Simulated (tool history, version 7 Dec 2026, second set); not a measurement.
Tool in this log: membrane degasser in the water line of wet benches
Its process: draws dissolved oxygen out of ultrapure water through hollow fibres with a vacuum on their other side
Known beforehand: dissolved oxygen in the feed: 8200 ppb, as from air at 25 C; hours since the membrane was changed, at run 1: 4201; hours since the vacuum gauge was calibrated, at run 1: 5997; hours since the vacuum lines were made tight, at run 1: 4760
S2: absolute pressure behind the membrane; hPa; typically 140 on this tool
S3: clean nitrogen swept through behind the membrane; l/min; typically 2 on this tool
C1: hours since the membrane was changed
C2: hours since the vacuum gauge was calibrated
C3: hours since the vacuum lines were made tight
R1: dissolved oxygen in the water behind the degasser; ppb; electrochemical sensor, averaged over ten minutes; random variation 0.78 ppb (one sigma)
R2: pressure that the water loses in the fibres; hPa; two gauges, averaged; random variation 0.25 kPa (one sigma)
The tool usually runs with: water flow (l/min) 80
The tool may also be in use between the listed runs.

run 1 hour=0 | water_flow_(l/min)=80 S2=140 S3=2 | C1=4201 C2=5997 C3=4760 | R1=801.8 R2=658.4
run 2 hour=45.9 | water_flow_(l/min)=80 S2=140 S3=5.31 | C1=4247 C2=6043 C3=4805 | R1=363.4 R2=658.9
run 3 hour=108 | water_flow_(l/min)=80 S2=140 S3=2 | C1=4309 C2=6105 C3=4868 | R1=802.2 R2=659.9
run 4 hour=186.1 | water_flow_(l/min)=80 S2=140 S3=2 | C1=4387 C2=6183 C3=4946 | R1=801.5 R2=655.5
run 5 hour=230.8 | water_flow_(l/min)=80 S2=174 S3=2 | C1=4432 C2=6227 C3=4990 | R1=1027.4 R2=660.3
run 6 hour=279.6 | water_flow_(l/min)=80 S2=174 S3=1.82 | C1=4481 C2=6276 C3=5039 | R1=1097.7 R2=652.9
run 7 hour=345.2 | water_flow_(l/min)=80 S2=174 S3=1.82 | C1=4546 C2=6342 C3=5105 | R1=1099.1 R2=655.8
run 8 hour=404.7 | water_flow_(l/min)=80 S2=174 S3=1.82 | C1=4606 C2=6401 C3=5164 | R1=1100.6 R2=655.5
run 9 hour=496 | water_flow_(l/min)=80 S2=140 S3=2 | C1=4697 C2=6493 C3=5256 | R1=801.1 R2=652.9
run 10 hour=600.6 | water_flow_(l/min)=80 S2=140 S3=2 | C1=4802 C2=6597 C3=5360 | R1=801.1 R2=657.7
run 11 hour=702.4 | water_flow_(l/min)=80 S2=140 S3=2 | C1=4904 C2=6699 C3=5462 | R1=801.7 R2=658.6
run 12 hour=803.8 | water_flow_(l/min)=123 S2=140 S3=2 | C1=5005 C2=6800 C3=5563 | R1=1105.3 R2=1011.5
run 13 hour=911.7 | water_flow_(l/min)=80 S2=152 S3=2 | C1=5113 C2=6908 C3=5671 | R1=880.8 R2=656.6
run 14 hour=1021.5 | water_flow_(l/min)=80 S2=140 S3=2 | C1=5223 C2=7018 C3=5781 | R1=801.4 R2=660.1
run 15 hour=1117.8 | water_flow_(l/min)=80 S2=140 S3=1.67 | C1=5319 C2=7114 C3=5877 | R1=915.8 R2=652.1
run 16 hour=1208.4 | water_flow_(l/min)=80 S2=140 S3=1.67 | C1=5409 C2=7205 C3=5968 | R1=915.5 R2=653.4
run 17 hour=1273.8 | water_flow_(l/min)=80 S2=132 S3=1.2 | C1=5475 C2=7270 C3=6033 | R1=1070.7 R2=649.7
run 18 hour=1353.5 | water_flow_(l/min)=80 S2=132 S3=1.2 | C1=5555 C2=7350 C3=6113 | R1=1071 R2=656.1
run 19 hour=1455.1 | water_flow_(l/min)=80 S2=132 S3=1.2 | C1=5656 C2=7452 C3=6215 | R1=1068.3 R2=657.6
run 20 hour=1512.8 | water_flow_(l/min)=59 S2=89 S3=0.95 | C1=5714 C2=7510 C3=6272 | R1=604.3 R2=481.4
run 21 hour=1614.4 | water_flow_(l/min)=98 S2=140 S3=4.47 | C1=5815 C2=7611 C3=6374 | R1=505.2 R2=801.5
run 22 hour=1721.9 | water_flow_(l/min)=60 S2=185 S3=3.9 | C1=5923 C2=7719 C3=6481 | R1=510 R2=495.1
run 23 hour=1801.3 | water_flow_(l/min)=80 S2=245 S3=1.85 | C1=6002 C2=7798 C3=6561 | R1=1543 R2=658.8
run 24 hour=1889.4 | water_flow_(l/min)=80 S2=245 S3=1.85 | C1=6090 C2=7886 C3=6649 | R1=1541.6 R2=655.6
run 25 hour=1956.9 | water_flow_(l/min)=73 S2=158 S3=2 | C1=6158 C2=7954 C3=6716 | R1=859.9 R2=600.4
run 26 hour=2024.4 | water_flow_(l/min)=73 S2=158 S3=2 | C1=6226 C2=8021 C3=6784 | R1=860.7 R2=604.6
run 27 hour=2078.1 | water_flow_(l/min)=96 S2=158 S3=2 | C1=6279 C2=8075 C3=6838 | R1=1057 R2=783.1
run 28 hour=2141.3 | water_flow_(l/min)=80 S2=117 S3=0.89 | C1=6342 C2=8138 C3=6901 | R1=1116.6 R2=657.4
run 29 hour=2194.7 | water_flow_(l/min)=80 S2=117 S3=0.89 | C1=6396 C2=8191 C3=6954 | R1=1117.7 R2=656
run 30 hour=2302.9 | water_flow_(l/min)=80 S2=117 S3=0.89 | C1=6504 C2=8300 C3=7062 | R1=1117.5 R2=655.8
run 31 hour=2391.8 | water_flow_(l/min)=96 S2=112 S3=0.89 | C1=6593 C2=8388 C3=7151 | R1=1181.5 R2=784.8

Below are 5 alternative next runs, each starting from the tool's condition after run 31. Predict each:
run A hour=2465.3 | water_flow_(l/min)=96 S2=172 S3=0.89 | C1=6666 C2=8462 C3=7225 | R1=? R2=?
run B hour=2465.3 | water_flow_(l/min)=65 S2=162 S3=2 | C1=6666 C2=8462 C3=7225 | R1=? R2=?
run C hour=2465.3 | water_flow_(l/min)=96 S2=112 S3=2.25 | C1=6666 C2=8462 C3=7225 | R1=? R2=?
run D hour=2465.3 | water_flow_(l/min)=121 S2=324 S3=2 | C1=6666 C2=8462 C3=7225 | R1=? R2=?
run E hour=2465.3 | water_flow_(l/min)=60 S2=212 S3=3.16 | C1=6666 C2=8462 C3=7225 | R1=? R2=?

run=A R1=1918.7 R2=789.6
run=B R1=809.4 R2=531.6
run=C R1=643.8 R2=788.8
run=D R1=2465.4 R2=989.5
run=E R1=707.4 R2=490.1
Without the tool's unlogged condition, the same runs would have read:
run=A R1=1918.5 R2=789.4
run=B R1=809.3 R2=531.5
run=C R1=643.6 R2=788.5
run=D R1=2465.3 R2=989.2
run=E R1=707.3 R2=490

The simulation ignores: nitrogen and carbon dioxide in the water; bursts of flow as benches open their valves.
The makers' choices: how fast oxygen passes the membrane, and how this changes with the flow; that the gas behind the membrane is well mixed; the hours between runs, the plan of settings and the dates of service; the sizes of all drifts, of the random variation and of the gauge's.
